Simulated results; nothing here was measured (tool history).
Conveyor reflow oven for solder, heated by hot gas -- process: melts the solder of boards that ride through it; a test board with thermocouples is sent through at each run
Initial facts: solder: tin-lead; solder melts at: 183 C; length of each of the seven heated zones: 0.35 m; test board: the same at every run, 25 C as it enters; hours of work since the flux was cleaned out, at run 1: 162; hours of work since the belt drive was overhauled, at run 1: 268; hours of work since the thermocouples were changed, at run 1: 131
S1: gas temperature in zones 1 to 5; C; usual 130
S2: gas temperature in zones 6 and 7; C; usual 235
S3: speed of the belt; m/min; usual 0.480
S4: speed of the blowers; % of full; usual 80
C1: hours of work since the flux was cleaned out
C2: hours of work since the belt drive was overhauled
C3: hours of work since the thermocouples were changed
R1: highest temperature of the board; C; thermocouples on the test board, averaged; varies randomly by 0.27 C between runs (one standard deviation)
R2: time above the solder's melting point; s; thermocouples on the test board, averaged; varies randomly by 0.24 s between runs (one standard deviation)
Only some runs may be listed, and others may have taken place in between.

run	day	S1	S2	S3	S4	C1	C2	C3	R1	R2
1	0.000	130	235	0.480	80	162	268	131	218.7	64.3
2	0.433	130	235	0.480	76	168	274	138	217.6	63.9
3	1.004	130	235	0.480	76	177	283	147	217.8	63.0
4	1.704	130	227	0.480	76	188	293	157	210.7	56.3
5	2.158	130	227	0.480	76	194	300	164	211.2	56.8
6	2.571	130	227	0.480	76	201	307	170	210.1	56.4
7	3.221	130	235	0.480	80	210	316	180	218.6	63.8
8	3.688	130	235	0.480	80	218	323	187	218.0	63.8
# day 4.471: flux residue cleaned out of gas plates and filters
9	4.596	130	235	0.480	80	2	334	198	218.9	64.5
10	5.300	130	235	0.480	80	13	345	209	218.8	64.6
11	5.908	130	235	0.418	80	22	354	218	223.1	78.6
12	6.533	130	235	0.480	80	31	363	227	218.1	64.2
13	6.979	130	235	0.480	80	38	370	234	218.7	64.2
14	7.483	130	227	0.480	80	46	378	242	211.4	57.9
15	7.892	130	227	0.480	80	52	384	248	211.5	57.8
16	8.354	142	248	0.537	61	59	391	255	224.9	65.0
17	8.679	142	248	0.537	61	64	396	260	224.4	65.0
18	9.421	142	248	0.537	61	75	407	271	224.5	64.8
19	9.742	142	248	0.537	61	80	412	276	224.3	65.1
20	10.379	118	244	0.380	80	89	422	285	232.1	90.7
21	11.017	118	244	0.380	80	99	431	295	232.4	90.2
22	11.575	125	249	0.420	80	108	440	304	234.7	85.1
23	12.079	130	235	0.480	64	115	447	311	215.4	60.5
24	12.800	130	235	0.480	56	126	458	322	213.0	58.4
25	13.179	130	235	0.509	80	132	464	328	216.5	58.2
26	13.833	130	231	0.509	66	142	474	338	210.2	51.5
27	14.554	117	235	0.468	80	153	485	349	216.6	59.8
28	15.075	117	235	0.538	72	161	493	357	209.4	44.5
29	15.408	130	235	0.480	84	166	498	362	218.9	64.4
30	15.812	130	245	0.560	59	172	504	368	216.1	51.6

Across each entry between runs, compare the hidden state at the last listed run before it with the hidden state at the first listed run after it:
Logged between run 8 and run 9: flux residue cleaned out of gas plates and filters (day 4.471)
  heat that the gas passes to the board, % of a clean oven's: 96.2 -> 99.2; belt's true speed, % of the reading: 99.74 -> 99.73; true gas temperature in zones 6 and 7 over the reading, C: -0.29 -> -0.32
  measured result minus the result with no hidden state, R1: -1.1 -> -0.4 C; R2: -1.0 -> -0.2 s
